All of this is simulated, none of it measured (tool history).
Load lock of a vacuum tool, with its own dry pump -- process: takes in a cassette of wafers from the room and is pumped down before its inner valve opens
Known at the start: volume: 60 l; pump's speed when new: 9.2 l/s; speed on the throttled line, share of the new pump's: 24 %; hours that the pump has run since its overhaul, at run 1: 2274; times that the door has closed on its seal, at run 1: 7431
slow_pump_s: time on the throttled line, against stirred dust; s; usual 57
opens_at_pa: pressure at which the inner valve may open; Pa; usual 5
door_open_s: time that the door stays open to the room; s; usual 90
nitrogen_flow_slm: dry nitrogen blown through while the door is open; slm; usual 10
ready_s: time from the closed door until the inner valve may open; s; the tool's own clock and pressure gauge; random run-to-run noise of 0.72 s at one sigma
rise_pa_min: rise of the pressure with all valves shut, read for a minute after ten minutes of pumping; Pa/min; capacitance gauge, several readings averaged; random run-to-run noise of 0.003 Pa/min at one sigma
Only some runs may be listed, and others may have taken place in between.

run	hour	slow_pump_s	opens_at_pa	door_open_s	nitrogen_flow_slm	hours that the pump has run since its overhaul	times that the door has closed on its seal	incoming humidity of the room's air, %	ready_s	rise_pa_min
1	0	57	5	90	10	2274	7431	43.1	110.6	0.04
2	377.3	57	5	90	10	2651	7986	44.3	112	0.048
3	850.5	57	5	90	10	3125	8683	40.7	112.9	0.034
4	1444	57	5	90	10	3718	9556	46.3	113.9	0.047
5	1868.7	57	5	90	10	4143	10181	43.1	113.3	0.042
6	2220.1	57	5	90	10	4494	10698	42.5	113.9	0.041
7	2583.7	57	5	90	10	4858	11233	43.3	115.8	0.047
8	2839.5	57	5	90	10	5114	11609	43.6	115.5	0.043
9	3322.1	57	5	90	10	5596	12319	42.9	115.4	0.055
10	3818	53	5	90	10	6092	13049	48.6	114.7	0.052
11	4136.8	53	5	90	10	6411	13518	45.7	114.3	0.051
12	4427	53	5	90	10	6701	13945	48.5	113.4	0.054
13	4701.9	53	5	90	10	6976	14349	47.3	113.9	0.049
14	5283.9	57	7	150	22	7558	15205	40.2	116.8	0.048
15	5662.6	57	6	36	10	7937	15762	46.1	117.8	0.041
16	6053.2	75	8	35	31	8327	16337	45.2	127.9	0.033
17	6377.7	75	7	87	31	8652	16815	42.9	130.2	0.041
18	6919.5	57	5	162	10	9194	17612	44.1	121.6	0.075
19	7338.8	57	8	91	10	9613	18229	47.3	117.8	0.055
20	7604	57	5	91	10	9878	18619	43.2	123.9	0.063
21	7996.4	74	7	49	4	10270	19196	43	132.8	0.052
# hour 8279.7: dry pump taken out, an overhauled one fitted
22	8385.7	49	10	217	35	106	19760	45.7	97.9	0.064

5 options for the next run, each taken on its own from the tool as it stands now. Forecast them:
A	8640.3	31	10	86	31	361	20135	47.1	?	?
B	8640.3	41	5	90	10	361	20135	42	?	?
C	8640.3	53	10	25	35	361	20135	44.2	?	?
D	8640.3	49	10	217	14	361	20135	46.3	?	?
E	8640.3	57	10	90	10	361	20135	42.8	?	?

run	ready_s	rise_pa_min
A	85.3	0.046
B	97.3	0.055
C	101.9	0.033
D	98.6	0.09
E	104.9	0.059
With the hidden condition removed and each run's random variation left untouched, the same runs would have given:
run	ready_s	rise_pa_min
A	85.3	0.02
B	97.3	0.03
C	101.9	0.008
D	98.6	0.065
E	104.9	0.034
